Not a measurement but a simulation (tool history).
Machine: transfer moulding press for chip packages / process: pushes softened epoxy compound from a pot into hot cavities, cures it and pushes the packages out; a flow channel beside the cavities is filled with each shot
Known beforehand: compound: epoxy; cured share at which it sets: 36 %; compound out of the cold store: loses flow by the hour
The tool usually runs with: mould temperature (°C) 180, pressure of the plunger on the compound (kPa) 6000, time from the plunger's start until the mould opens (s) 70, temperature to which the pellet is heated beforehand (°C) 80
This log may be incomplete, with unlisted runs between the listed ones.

| run | hour | mould temperature (°C) | pressure of the plunger on the compound (kPa) | time from the plunger's start until the mould opens (s) | temperature to which the pellet is heated beforehand (°C) | incoming compound's hours out of the cold store | length that the compound runs in the flow channel (mm) | greatest force on the pins that push the packages out (N) |
|---|---|---|---|---|---|---|---|---|
| 1 | 0.0 | 180 | 6000 | 70 | 80 | 44.9 | 577 | 1085 |
|  | 5.1 | cavities cleaned with cleaning compound and waxed |
| 2 | 39.2 | 180 | 6000 | 70 | 80 | 23.7 | 617 | 1032 |
|  | 62.8 | cavities cleaned with cleaning compound and waxed |
| 3 | 76.2 | 180 | 6000 | 70 | 80 | 40.1 | 580 | 852 |
|  | 121.6 | cavities cleaned with cleaning compound and waxed |
| 4 | 134.1 | 180 | 6000 | 70 | 80 | 46.1 | 573 | 809 |
|  | 141.9 | plunger's sealing rings changed |
|  | 182.8 | cavities cleaned with cleaning compound and waxed |
| 5 | 193.3 | 180 | 6000 | 70 | 80 | 17.2 | 667 | 883 |
|  | 239.6 | cavities cleaned with cleaning compound and waxed |
| 6 | 246.4 | 180 | 6000 | 70 | 80 | 41.6 | 624 | 740 |
| 7 | 280.4 | 173 | 6000 | 70 | 80 | 35.1 | 647 | 1807 |
|  | 296.1 | cavities cleaned with cleaning compound and waxed |
| 8 | 338.6 | 173 | 6000 | 70 | 80 | 11.0 | 694 | 2004 |
|  | 352.6 | cavities cleaned with cleaning compound and waxed |
| 9 | 391.2 | 180 | 6000 | 70 | 80 | 25.3 | 629 | 1040 |
|  | 412.2 | cavities cleaned with cleaning compound and waxed |
| 10 | 444.4 | 180 | 6000 | 70 | 80 | 37.7 | 603 | 946 |
|  | 470.3 | cavities cleaned with cleaning compound and waxed |
| 11 | 470.3 | 180 | 6000 | 70 | 80 | 28.7 | 621 | 718 |
| 12 | 506.7 | 180 | 6000 | 80 | 80 | 43.6 | 591 | 757 |
|  | 530.2 | cavities cleaned with cleaning compound and waxed |
| 13 | 536.2 | 180 | 6000 | 70 | 80 | 45.8 | 568 | 714 |
| 14 | 567.6 | 179 | 5280 | 95 | 75 | 25.6 | 585 | 689 |
|  | 587.4 | cavities cleaned with cleaning compound and waxed |
| 15 | 617.4 | 179 | 5280 | 95 | 75 | 41.5 | 554 | 639 |
|  | 646.3 | cavities cleaned with cleaning compound and waxed |
| 16 | 674.5 | 179 | 5280 | 95 | 75 | 21.5 | 587 | 631 |
|  | 681.6 | mould's thermocouples calibrated |
|  | 707.4 | cavities cleaned with cleaning compound and waxed |
| 17 | 713.5 | 179 | 5280 | 95 | 75 | 27.4 | 565 | 489 |
| 18 | 756.0 | 185 | 4770 | 62 | 71 | 8.4 | 541 | 1086 |
|  | 763.4 | plunger's sealing rings changed |
|  | 769.0 | mould's thermocouples calibrated, once more |
|  | 770.5 | cavities cleaned with cleaning compound and waxed |
| 19 | 811.7 | 172 | 6450 | 62 | 71 | 31.4 | 683 | 2534 |
|  | 828.0 | cavities cleaned with cleaning compound and waxed |
| 20 | 870.2 | 177 | 5630 | 74 | 71 | 25.0 | 626 | 1178 |
|  | 885.1 | cavities cleaned with cleaning compound and waxed |
| 21 | 899.1 | 187 | 6000 | 97 | 89 | 36.4 | 594 | 519 |
|  | 944.3 | cavities cleaned with cleaning compound and waxed |
| 22 | 950.4 | 187 | 6000 | 97 | 89 | 39.6 | 578 | 452 |
| 23 | 993.2 | 187 | 5360 | 97 | 70 | 9.9 | 601 | 656 |
|  | 1004.9 | cavities cleaned with cleaning compound and waxed |
| 24 | 1024.4 | 176 | 5730 | 69 | 79 | 22.6 | 633 | 1261 |
|  | 1062.5 | cavities cleaned with cleaning compound and waxed |
| 25 | 1082.8 | 176 | 5090 | 70 | 82 | 38.3 | 570 | 1162 |
|  | 1120.3 | cavities cleaned with cleaning compound and waxed |
| 26 | 1143.9 | 176 | 4580 | 70 | 89 | 41.9 | 519 | 1128 |

Results for each run, recomputed without the tool's hidden state and with each run's random variation untouched:
Hidden conditions of the tool in this case: true mould temperature over the reading, C; pressure that reaches the compound, % of what is set; grip of the stained cavities, % over clean ones'; drift of the gauge itself on flow_mm, %; drift of the gauge itself on push_out_n, %.
| run | length that the compound runs in the flow channel (mm) | greatest force on the pins that push the packages out (N) |
|---|---|---|
| 1 | 612 | 672 |
| 2 | 658 | 702 |
| 3 | 622 | 711 |
| 4 | 619 | 669 |
| 5 | 672 | 749 |
| 6 | 632 | 670 |
| 7 | 659 | 1179 |
| 8 | 712 | 1293 |
| 9 | 650 | 698 |
| 10 | 628 | 681 |
| 11 | 649 | 726 |
| 12 | 620 | 513 |
| 13 | 598 | 660 |
| 14 | 619 | 452 |
| 15 | 590 | 447 |
| 16 | 629 | 452 |
| 17 | 611 | 441 |
| 18 | 589 | 724 |
| 19 | 694 | 1655 |
| 20 | 640 | 792 |
| 21 | 609 | 410 |
| 22 | 596 | 400 |
| 23 | 623 | 394 |
| 24 | 660 | 1011 |
| 25 | 598 | 937 |
| 26 | 550 | 898 |
